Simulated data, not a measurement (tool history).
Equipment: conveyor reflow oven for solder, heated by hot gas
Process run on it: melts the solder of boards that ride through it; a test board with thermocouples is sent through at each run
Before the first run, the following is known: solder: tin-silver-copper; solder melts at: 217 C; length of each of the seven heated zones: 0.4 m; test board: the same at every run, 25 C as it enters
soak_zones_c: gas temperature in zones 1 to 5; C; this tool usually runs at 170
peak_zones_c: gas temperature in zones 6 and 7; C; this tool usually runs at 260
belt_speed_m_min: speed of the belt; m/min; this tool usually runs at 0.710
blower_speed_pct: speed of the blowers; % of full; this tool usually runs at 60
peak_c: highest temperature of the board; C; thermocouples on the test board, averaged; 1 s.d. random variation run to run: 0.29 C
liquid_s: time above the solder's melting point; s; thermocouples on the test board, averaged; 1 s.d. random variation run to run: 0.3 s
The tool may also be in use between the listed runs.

run	hour	soak_zones_c	peak_zones_c	belt_speed_m_min	blower_speed_pct	peak_c	liquid_s
1	0.0	170	260	0.710	60	241.4	41.1
2	23.1	175	260	0.710	60	243.3	43.4
3	52.1	170	260	0.710	60	242.4	40.6
4	88.4	170	260	0.710	60	241.9	40.4
5	123.5	170	260	0.710	60	242.1	40.7
6	153.6	170	260	0.710	60	241.5	40.8
7	170.0	170	260	0.710	60	242.2	40.9
8	188.4	178	260	0.710	60	243.3	44.7
9	223.5	178	260	0.710	60	243.0	45.3
10	239.4	170	269	0.710	60	249.2	46.8
11	276.4	170	269	0.710	60	248.8	47.1
12	310.1	170	269	0.753	59	246.4	41.0
# hour 326.9: flux residue cleaned out of gas plates and filters
13	344.6	170	269	0.753	59	247.9	43.0
14	377.3	170	269	0.753	59	248.6	43.2
15	407.5	170	270	0.727	73	255.0	50.2
16	425.2	170	270	0.727	73	255.5	50.1
17	450.6	170	270	0.727	73	255.1	50.1
18	467.6	185	255	0.727	63	242.1	45.7
19	499.9	185	255	0.727	63	241.9	46.3
20	527.0	179	260	0.681	83	250.7	56.2
21	554.0	179	268	0.679	53	251.1	52.9

A few steps of peak_c between consecutive runs. Split each: what settings, incoming material and random variation would produce without the hidden state, and what is left over for the hidden state, along with gauge scatter present in only one of the two compared results (measured, and without hidden state):
Hidden state present: heat that the gas passes to the board, % of a clean oven's; belt's true speed, % of the reading; true gas temperature in zones 6 and 7 over the reading, C; drift of the gauge itself on peak_c, C; drift of the gauge itself on liquid_s, %.
Run 9 -> 10: soak_zones_c 178 -> 170, peak_zones_c 260 -> 269. peak_c +6.2 C: hidden state -0.2, all else +6.4.
Run 12 -> 13: flux residue cleaned out of gas plates and filters. peak_c +1.5 C: hidden state +1.6, all else -0.1.
Run 17 -> 18: soak_zones_c 170 -> 185, peak_zones_c 270 -> 255, blower_speed_pct 73 -> 63. peak_c -13.0 C: hidden state +0.0, all else -13.0.
Run 19 -> 20: soak_zones_c 185 -> 179, peak_zones_c 255 -> 260, belt_speed_m_min 0.727 -> 0.681, blower_speed_pct 63 -> 83. peak_c +8.8 C: hidden state +0.1, all else +8.7.

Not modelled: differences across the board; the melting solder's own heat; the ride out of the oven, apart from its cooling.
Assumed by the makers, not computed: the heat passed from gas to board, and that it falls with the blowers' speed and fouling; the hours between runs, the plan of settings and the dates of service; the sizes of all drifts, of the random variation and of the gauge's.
